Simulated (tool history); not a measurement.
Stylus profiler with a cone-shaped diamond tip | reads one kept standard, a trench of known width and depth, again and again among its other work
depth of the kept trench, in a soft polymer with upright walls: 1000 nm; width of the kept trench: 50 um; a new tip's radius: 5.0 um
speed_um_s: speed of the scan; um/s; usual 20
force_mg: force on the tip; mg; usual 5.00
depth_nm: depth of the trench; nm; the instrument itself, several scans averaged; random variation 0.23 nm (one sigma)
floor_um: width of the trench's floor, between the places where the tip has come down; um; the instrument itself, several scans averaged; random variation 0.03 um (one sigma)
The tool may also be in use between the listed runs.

run    hour  speed_um_s  force_mg  depth_nm  floor_um
  1     0.0          20      5.00   1012.59     43.02
  2    82.2          20      5.00   1012.43     42.91
  3   193.0          20      5.00   1012.38     42.88
  4   288.3          20      5.00   1011.85     42.74
  5   401.8          20      5.00   1012.19     42.74
  6   458.6          20      5.00   1012.09     42.70
  7   546.5          20      5.00   1012.26     42.62
  8   615.4          20      5.00   1011.80     42.57
  9   720.8          22      5.00   1012.08     42.42
 10   841.2          22      2.38   1006.39     42.43
 11   962.1          22      2.38   1006.29     42.30
 12  1066.5          22      2.38   1006.04     42.18
 13  1190.1          11      3.08   1007.72     42.22
 14  1264.9          33      1.83   1004.81     42.04
 15  1317.6          33      1.83   1004.52     41.94
     1324.3  -- height scale calibrated on a step standard
 16  1380.6          70      2.61   1005.28     41.86
 17  1455.8          20      6.03   1012.37     41.99
 18  1554.8          20      1.99   1003.79     41.94
 19  1661.3          20      1.99   1003.67     41.79
 20  1739.8          78      1.70   1003.41     41.53
 21  1795.9           8      1.82   1003.86     41.76
 22  1861.6           8      1.82   1002.69     41.72
 23  1971.2          10      2.00   1003.81     41.63

5 ways to go on from here, each from the tool as it stands after run 23. What would each give?
     2084.8  -- height scale calibrated on a step standard, once more
  A  2094.7          66      5.00         ?         ?
     2084.8  -- height scale calibrated on a step standard, once more
  B  2094.7          18      2.37         ?         ?
     2084.8  -- height scale calibrated on a step standard, once more
  C  2094.7          48      6.14         ?         ?
     2084.8  -- height scale calibrated on a step standard, once more
  D  2094.7          20      6.87         ?         ?
     2084.8  -- height scale calibrated on a step standard, once more
  E  2094.7          25      2.66         ?         ?

run  depth_nm  floor_um
  A   1014.32     41.43
  B   1008.55     41.58
  C   1016.15     41.50
  D   1017.10     41.61
  E   1009.23     41.50
Without the tool's hidden state the same runs would have given:
run  depth_nm  floor_um
  A   1014.15     43.80
  B   1008.39     43.95
  C   1015.99     43.88
  D   1016.94     43.98
  E   1009.07     43.88

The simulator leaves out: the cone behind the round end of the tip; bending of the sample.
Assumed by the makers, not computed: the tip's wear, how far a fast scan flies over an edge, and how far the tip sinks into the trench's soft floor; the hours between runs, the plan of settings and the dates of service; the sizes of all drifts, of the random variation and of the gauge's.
